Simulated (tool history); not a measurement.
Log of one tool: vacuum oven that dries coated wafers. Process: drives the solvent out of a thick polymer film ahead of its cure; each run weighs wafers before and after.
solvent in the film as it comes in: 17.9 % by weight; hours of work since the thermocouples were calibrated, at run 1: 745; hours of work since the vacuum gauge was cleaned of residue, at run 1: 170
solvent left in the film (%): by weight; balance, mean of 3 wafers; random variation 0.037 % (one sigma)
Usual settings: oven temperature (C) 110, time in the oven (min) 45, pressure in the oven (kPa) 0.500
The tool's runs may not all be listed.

run,hour,oven temperature (C),time in the oven (min),pressure in the oven (kPa),hours of work since the thermocouples were calibrated,hours of work since the vacuum gauge was cleaned of residue,solvent left in the film (%)
1,0.0,110,45,0.500,745,170,3.18
2,47.3,110,45,0.500,768,193,3.20
3,89.5,110,45,0.578,789,214,3.28
# hour 128.2: oven's thermocouples calibrated
4,151.2,97,45,0.500,11,244,5.78
5,198.0,97,45,0.500,35,267,5.88
6,232.6,97,45,0.500,52,285,5.91
7,266.1,110,45,1.929,69,301,4.01
8,325.3,115,44,0.923,98,331,2.75
9,386.8,115,44,0.923,128,361,2.67
10,441.1,115,44,0.923,155,388,2.66
11,477.0,113,32,0.398,173,406,4.23

How the hidden state differs across the entries between the runs, from the last listed run before each to the first after it:
Between runs 3 and 4: oven's thermocouples calibrated (hour 128.2)
  true wafer temperature over the reading, C: 0.12 -> 0

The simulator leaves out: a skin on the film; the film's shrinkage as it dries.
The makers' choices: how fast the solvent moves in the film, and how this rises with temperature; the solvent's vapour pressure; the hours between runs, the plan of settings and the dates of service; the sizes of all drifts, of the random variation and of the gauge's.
